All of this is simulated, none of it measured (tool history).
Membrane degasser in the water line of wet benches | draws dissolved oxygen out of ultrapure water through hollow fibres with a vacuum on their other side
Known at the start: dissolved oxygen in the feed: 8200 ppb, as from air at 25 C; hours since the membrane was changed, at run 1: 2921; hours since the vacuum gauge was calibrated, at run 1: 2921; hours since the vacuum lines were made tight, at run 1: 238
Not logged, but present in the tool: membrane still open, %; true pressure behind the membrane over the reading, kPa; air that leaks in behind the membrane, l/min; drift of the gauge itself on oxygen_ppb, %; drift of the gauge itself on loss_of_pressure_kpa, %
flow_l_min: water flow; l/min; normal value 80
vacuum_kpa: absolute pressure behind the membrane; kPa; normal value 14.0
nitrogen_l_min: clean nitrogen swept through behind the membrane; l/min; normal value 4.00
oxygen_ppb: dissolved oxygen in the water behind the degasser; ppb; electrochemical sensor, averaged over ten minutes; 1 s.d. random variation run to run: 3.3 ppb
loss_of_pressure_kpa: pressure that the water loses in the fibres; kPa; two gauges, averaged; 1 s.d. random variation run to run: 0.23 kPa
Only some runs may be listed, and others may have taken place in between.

run,day,flow_l_min,vacuum_kpa,nitrogen_l_min,hours since the membrane was changed,hours since the vacuum gauge was calibrated,hours since the vacuum lines were made tight,oxygen_ppb,loss_of_pressure_kpa
1,0.000,80,14.0,4.00,2921,2921,238,478.8,59.61
2,2.812,80,14.0,11.88,2988,2988,306,195.9,59.28
3,7.721,80,14.0,11.88,3106,3106,424,196.9,59.18
4,13.154,80,14.0,4.00,3237,3237,554,477.6,59.06
5,18.504,80,14.0,4.00,3365,3365,682,485.8,59.13
6,21.492,49,14.0,4.00,3437,3437,754,296.9,36.56
7,24.712,80,9.2,4.00,3514,3514,831,279.9,59.51
8,28.675,80,14.0,4.00,3609,3609,926,483.5,59.26
9,31.296,80,14.0,7.69,3672,3672,989,283.9,59.00
10,34.204,80,14.0,1.94,3742,3742,1059,833.9,59.77
11,37.333,125,14.0,10.15,3817,3817,1134,414.6,92.36
12,41.979,125,14.0,10.15,3929,3929,1246,415.5,93.10
13,45.696,70,15.3,2.11,4018,4018,1335,777.7,51.91
14,49.458,70,15.3,2.11,4108,4108,1425,779.2,52.24
15,53.142,60,12.2,3.82,4196,4196,1514,317.9,44.56
16,57.188,60,26.4,3.31,4293,4293,1611,867.1,44.55
17,62.025,60,21.8,1.85,4410,4410,1727,1093.0,44.79
18,64.938,127,29.6,7.55,4479,4479,1797,1014.6,94.14
19,68.021,120,10.4,3.27,4553,4553,1871,603.9,89.16
20,72.238,120,10.4,3.27,4655,4655,1972,604.8,89.23

What if the next run were any one of these 3? Each begins from the tool's condition after run 20:
A,74.746,80,34.2,4.00,4715,4715,2032,?,?
B,74.746,84,13.3,3.27,4715,4715,2032,?,?
C,74.746,76,20.7,2.06,4715,4715,2032,?,?

run,oxygen_ppb,loss_of_pressure_kpa
A,1233.0,58.98
B,556.0,62.16
C,1169.9,55.93
What these runs would have given with no unlogged condition in the tool:
run,oxygen_ppb,loss_of_pressure_kpa
A,1232.9,58.95
B,555.9,62.13
C,1169.8,55.90
